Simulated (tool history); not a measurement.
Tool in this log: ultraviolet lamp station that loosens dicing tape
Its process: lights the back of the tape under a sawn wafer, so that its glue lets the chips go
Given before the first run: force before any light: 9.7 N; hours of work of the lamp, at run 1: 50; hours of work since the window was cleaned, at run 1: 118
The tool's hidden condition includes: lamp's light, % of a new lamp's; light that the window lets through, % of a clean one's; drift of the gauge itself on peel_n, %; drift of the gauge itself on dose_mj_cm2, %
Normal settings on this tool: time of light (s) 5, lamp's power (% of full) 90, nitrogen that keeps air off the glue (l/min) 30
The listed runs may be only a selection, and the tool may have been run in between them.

run,hour,time of light (s),lamp's power (% of full),nitrogen that keeps air off the glue (l/min),hours of work of the lamp,hours of work since the window was cleaned,force that peels the tape off (N),light that reached the tape (mJ/cm²)
1,0,5,90,30,50,118,0.344,642
2,10.8,5,90,30,54,123,0.332,639
3,19.4,5,61,30,58,126,0.922,438
4,33.3,5,61,30,64,132,0.875,433
5,44.3,5,90,30,68,137,0.332,634
6,63.6,5,90,30,76,145,0.319,640
7,83,5,90,30,84,152,0.347,635
8,101.5,5,90,30,92,160,0.326,638
9,111.6,5,90,28,96,164,0.361,639
10,130.6,5,90,30,103,172,0.344,632
11,139,5,90,30,107,175,0.338,640
12,155.2,5,90,30,114,182,0.341,628
13,175.9,7,90,30,122,191,0.131,879
14,194.3,7,90,30,130,198,0.151,876
15,202.8,7,90,30,133,202,0.145,884
16,222.7,5,90,30,141,210,0.366,629
17,239.1,5,90,30,148,217,0.361,624
18,259.6,5,90,30,156,225,0.367,622
19,279.2,5,90,25,164,233,0.392,624
20,292.3,5,90,25,170,238,0.398,615
21,307.3,6,90,30,176,245,0.214,745
22,322.9,6,90,30,182,251,0.227,745
23,331.9,6,90,30,186,255,0.226,752
24,345.6,5,90,25,192,260,0.41,622
25,356.7,5,90,25,196,265,0.41,620
26,374.4,5,81,30,203,272,0.514,555
# hour 376.4: window cleaned of glue's vapour
27,384,5,75,30,207,3,0.644,510
28,395.5,8,86,42,212,8,0.11,919
29,414.6,8,86,42,220,16,0.111,922
30,431.1,8,78,41,227,22,0.132,834
31,443.4,8,90,22,232,27,0.134,958
32,455.4,5,72,30,237,32,0.752,477
33,467.3,9,72,22,241,37,0.182,861
34,485.1,3,74,12,249,45,2.653,293
# hour 490.7: window cleaned of glue's vapour, once more
35,503.8,5,97,58,256,5,0.212,676
36,515.9,5,97,58,261,10,0.208,676
37,526.3,3,78,29,265,15,1.638,327
38,540.7,3,78,29,271,21,1.695,324
39,552.2,5,65,19,276,25,1.059,450
40,564.8,3,67,17,281,30,2.508,274
41,584,3,67,17,289,38,2.568,276
42,602.7,3,67,17,297,46,2.468,279
43,614.7,3,67,17,302,51,2.449,276

How the hidden state differs across the entries between the runs, from the last listed run before each to the first after it:
After run 26, before run 27: window cleaned of glue's vapour (hour 376.4)
  lamp's light, % of a new lamp's: 95.2 -> 95.1; light that the window lets through, % of a clean one's: 96.9 -> 95.4
  measured less the result without the state, force that peels the tape off (N): +0.1 -> +0.146; light that reached the tape (mJ/cm²): -47 -> -52
After run 34, before run 35: window cleaned of glue's vapour, once more (hour 490.7)
  lamp's light, % of a new lamp's: 94.2 -> 94; light that the window lets through, % of a clean one's: 95 -> 99.7
  measured less the result without the state, force that peels the tape off (N): +0.375 -> +0.036; light that reached the tape (mJ/cm²): -34 -> -45
